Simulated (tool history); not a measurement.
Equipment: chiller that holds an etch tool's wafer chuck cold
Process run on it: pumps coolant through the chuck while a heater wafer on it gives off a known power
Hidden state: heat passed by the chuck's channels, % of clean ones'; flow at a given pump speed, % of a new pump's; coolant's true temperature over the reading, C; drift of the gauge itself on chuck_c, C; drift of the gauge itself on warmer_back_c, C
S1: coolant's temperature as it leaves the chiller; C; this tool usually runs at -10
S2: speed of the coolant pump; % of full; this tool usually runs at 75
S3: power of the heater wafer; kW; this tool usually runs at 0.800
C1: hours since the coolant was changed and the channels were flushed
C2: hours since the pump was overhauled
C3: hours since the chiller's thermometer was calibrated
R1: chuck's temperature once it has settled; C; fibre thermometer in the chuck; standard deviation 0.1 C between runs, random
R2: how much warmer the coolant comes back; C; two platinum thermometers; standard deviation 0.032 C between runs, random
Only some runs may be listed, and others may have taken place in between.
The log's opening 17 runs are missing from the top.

-- day=76.288 coolant changed, channels flushed
run 18 day=80.350 | S1=-10 S2=75 S3=0.464 | C1=97 C2=3162 C3=2852 | R1=-4.4 R2=2.30
run 19 day=86.212 | S1=-10 S2=75 S3=0.464 | C1=238 C2=3303 C3=2993 | R1=-4.2 R2=2.32
run 20 day=91.071 | S1=-8 S2=76 S3=1.049 | C1=355 C2=3419 C3=3109 | R1=4.3 R2=5.19
run 21 day=95.317 | S1=-8 S2=76 S3=1.049 | C1=457 C2=3521 C3=3211 | R1=4.5 R2=5.20
run 22 day=99.779 | S1=-16 S2=79 S3=0.592 | C1=564 C2=3628 C3=3318 | R1=-8.9 R2=2.83
run 23 day=106.500 | S1=-2 S2=61 S3=0.592 | C1=725 C2=3790 C3=3479 | R1=6.6 R2=3.77
run 24 day=112.733 | S1=-15 S2=69 S3=0.620 | C1=875 C2=3939 C3=3629 | R1=-6.6 R2=3.45
run 25 day=116.400 | S1=-15 S2=95 S3=0.620 | C1=963 C2=4027 C3=3717 | R1=-8.5 R2=2.55
run 26 day=123.121 | S1=-14 S2=100 S3=0.630 | C1=1124 C2=4188 C3=3878 | R1=-7.7 R2=2.35
run 27 day=127.158 | S1=-19 S2=75 S3=0.800 | C1=1221 C2=4285 C3=3975 | R1=-9.0 R2=4.03
run 28 day=133.754 | S1=-19 S2=75 S3=0.800 | C1=1379 C2=4444 C3=4134 | R1=-8.7 R2=4.08
-- day=135.017 chiller's thermometer calibrated
run 29 day=140.096 | S1=-19 S2=90 S3=0.475 | C1=1530 C2=4595 C3=122 | R1=-14.0 R2=2.03
run 30 day=146.292 | S1=-13 S2=64 S3=0.449 | C1=1679 C2=4744 C3=271 | R1=-6.8 R2=2.68
run 31 day=150.662 | S1=-13 S2=64 S3=0.449 | C1=1784 C2=4849 C3=376 | R1=-6.9 R2=2.72
run 32 day=157.229 | S1=-13 S2=64 S3=0.449 | C1=1942 C2=5006 C3=533 | R1=-6.6 R2=2.75

Each row is a separate what-if for the run after 32, all from the same tool condition, not one after another. Results?
run A day=163.242 | S1=-18 S2=78 S3=0.673 | C1=2086 C2=5150 C3=677 | R1=? R2=?
run B day=163.242 | S1=-10 S2=75 S3=0.726 | C1=2086 C2=5150 C3=677 | R1=? R2=?
run C day=163.242 | S1=-4 S2=96 S3=0.499 | C1=2086 C2=5150 C3=677 | R1=? R2=?
run D day=163.242 | S1=-10 S2=75 S3=0.539 | C1=2086 C2=5150 C3=677 | R1=? R2=?

run=A R1=-10.0 R2=3.37
run=B R1=-1.2 R2=3.77
run=C R1=0.9 R2=1.93
run=D R1=-3.4 R2=2.81
Had the tool no hidden state, the same runs would have come out as:
run=A R1=-11.1 R2=3.02
run=B R1=-2.3 R2=3.36
run=C R1=0.2 R2=1.71
run=D R1=-4.3 R2=2.51

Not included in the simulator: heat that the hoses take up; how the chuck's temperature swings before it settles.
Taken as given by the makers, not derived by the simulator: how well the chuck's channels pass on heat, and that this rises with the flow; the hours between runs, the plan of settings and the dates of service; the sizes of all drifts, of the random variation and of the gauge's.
